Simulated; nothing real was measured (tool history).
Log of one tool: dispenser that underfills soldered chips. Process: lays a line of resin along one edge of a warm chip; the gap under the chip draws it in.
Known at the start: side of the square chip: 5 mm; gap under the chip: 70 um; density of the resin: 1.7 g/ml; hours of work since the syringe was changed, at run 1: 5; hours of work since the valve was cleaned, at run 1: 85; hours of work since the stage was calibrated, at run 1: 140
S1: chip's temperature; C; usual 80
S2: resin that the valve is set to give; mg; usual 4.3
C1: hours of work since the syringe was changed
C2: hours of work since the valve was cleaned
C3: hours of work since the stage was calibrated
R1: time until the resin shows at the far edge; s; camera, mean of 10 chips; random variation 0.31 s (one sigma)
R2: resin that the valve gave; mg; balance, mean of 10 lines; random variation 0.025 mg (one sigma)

| run | hour | S1 | S2 | C1 | C2 | C3 | R1 | R2 |
|---|---|---|---|---|---|---|---|---|
| 1 | 0 | 80 | 4.3 | 5 | 85 | 140 | 9.7 | 3.99 |
| 2 | 5.2 | 80 | 4.3 | 9 | 89 | 143 | 13 | 4.01 |
|  | 5.9 | new syringe of resin |
| 3 | 9.8 | 80 | 4.3 | 3 | 92 | 146 | 7.5 | 3.92 |
| 4 | 17.2 | 80 | 4.3 | 8 | 97 | 152 | 11.9 | 3.98 |
|  | 19.7 | new syringe of resin |
| 5 | 23 | 80 | 4.3 | 2 | 101 | 156 | 7.2 | 3.94 |
| 6 | 26.5 | 80 | 4.3 | 5 | 104 | 158 | 9.2 | 3.93 |
| 7 | 31.5 | 80 | 4.3 | 8 | 107 | 162 | 11.6 | 3.96 |
|  | 33.2 | new syringe of resin |
| 8 | 35.9 | 78 | 4.3 | 2 | 110 | 165 | 8.1 | 3.89 |
|  | 38.6 | dispensing valve cleaned and set on the balance |
| 9 | 42.8 | 78 | 4.3 | 6 | 3 | 169 | 10.5 | 4.32 |
|  | 47.6 | new syringe of resin |
| 10 | 47.6 | 91 | 5.54 | 0 | 6 | 172 | 3.3 | 5.51 |
| 11 | 53.4 | 91 | 5.54 | 4 | 10 | 176 | 4.8 | 5.42 |

4 ways to go on from here, each from the tool as it stands after run 11. What would each give?
| A | 58.6 | 92 | 3.79 | 8 | 14 | 180 | ? | ? |
| B | 58.6 | 79 | 5.54 | 8 | 14 | 180 | ? | ? |
| C | 58.6 | 85 | 4.22 | 8 | 14 | 180 | ? | ? |
| D | 58.6 | 93 | 4.75 | 8 | 14 | 180 | ? | ? |

| run | R1 | R2 |
|---|---|---|
| A | 7.6 | 3.76 |
| B | 11.7 | 5.51 |
| C | 9.3 | 4.2 |
| D | 7.2 | 4.74 |
Without the tool's hidden state the same runs would have given:
| run | R1 | R2 |
|---|---|---|
| A | 4.2 | 3.8 |
| B | 6.5 | 5.57 |
| C | 5 | 4.25 |
| D | 4.1 | 4.8 |

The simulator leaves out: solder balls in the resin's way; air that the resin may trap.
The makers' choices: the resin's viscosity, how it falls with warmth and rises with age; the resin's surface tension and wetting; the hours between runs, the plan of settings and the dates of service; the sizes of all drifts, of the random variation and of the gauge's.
